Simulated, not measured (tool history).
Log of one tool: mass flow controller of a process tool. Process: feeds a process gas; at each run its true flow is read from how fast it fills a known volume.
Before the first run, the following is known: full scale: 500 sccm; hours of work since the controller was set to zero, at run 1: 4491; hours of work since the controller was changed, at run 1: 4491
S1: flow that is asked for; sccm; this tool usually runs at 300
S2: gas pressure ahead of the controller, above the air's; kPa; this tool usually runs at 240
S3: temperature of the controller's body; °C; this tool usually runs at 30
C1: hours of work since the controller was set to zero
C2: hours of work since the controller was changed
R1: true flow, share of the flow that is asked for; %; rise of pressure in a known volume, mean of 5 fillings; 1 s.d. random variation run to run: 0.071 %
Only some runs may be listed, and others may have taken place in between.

run 1 hour=0 | S1=300 S2=240 S3=30 | C1=4491 C2=4491 | R1=101.25
run 2 hour=220.7 | S1=300 S2=240 S3=22 | C1=4636 C2=4636 | R1=101.01
run 3 hour=322.8 | S1=300 S2=240 S3=30 | C1=4703 C2=4703 | R1=101.37
run 4 hour=531.7 | S1=300 S2=240 S3=30 | C1=4841 C2=4841 | R1=101.27
run 5 hour=714.2 | S1=300 S2=240 S3=40 | C1=4961 C2=4961 | R1=101.58
run 6 hour=933.8 | S1=300 S2=167 S3=40 | C1=5106 C2=5106 | R1=101.52
run 7 hour=1093 | S1=300 S2=167 S3=40 | C1=5210 C2=5210 | R1=101.69
run 8 hour=1202.8 | S1=93 S2=240 S3=30 | C1=5283 C2=5283 | R1=99.82
run 9 hour=1409.4 | S1=300 S2=269 S3=33 | C1=5419 C2=5419 | R1=101.66
-- hour=1428.2 controller's zero set anew
run 10 hour=1642.5 | S1=64 S2=171 S3=30 | C1=141 C2=5572 | R1=98.44
-- hour=1753.8 controller's zero set anew, once more
run 11 hour=1867.7 | S1=145 S2=168 S3=35 | C1=75 C2=5720 | R1=101.65
run 12 hour=2030.1 | S1=248 S2=161 S3=27 | C1=182 C2=5826 | R1=101.71
run 13 hour=2230 | S1=223 S2=216 S3=22 | C1=313 C2=5958 | R1=101.73
run 14 hour=2438.5 | S1=160 S2=240 S3=30 | C1=451 C2=6095 | R1=101.73
run 15 hour=2566.6 | S1=160 S2=240 S3=30 | C1=535 C2=6180 | R1=101.8

Describe how what the log doesn't record of the tool's condition differs between the last listed run preceding each entry between runs and the first listed run following it.
After run 9, before run 10: controller's zero set anew (hour 1428.2)
  flow at rest that the sensor doesn't see, % of full scale: -0.282 -> -0.35; true flow over the shown one, %: 2.48 -> 2.55
  measured minus no-state result, R1: +2.01 -> -0.18 %
After run 10, before run 11: controller's zero set anew, once more (hour 1753.8)
  flow at rest that the sensor doesn't see, % of full scale: -0.35 -> -0.034; true flow over the shown one, %: 2.55 -> 2.63
  measured minus no-state result, R1: -0.18 -> +2.51 %

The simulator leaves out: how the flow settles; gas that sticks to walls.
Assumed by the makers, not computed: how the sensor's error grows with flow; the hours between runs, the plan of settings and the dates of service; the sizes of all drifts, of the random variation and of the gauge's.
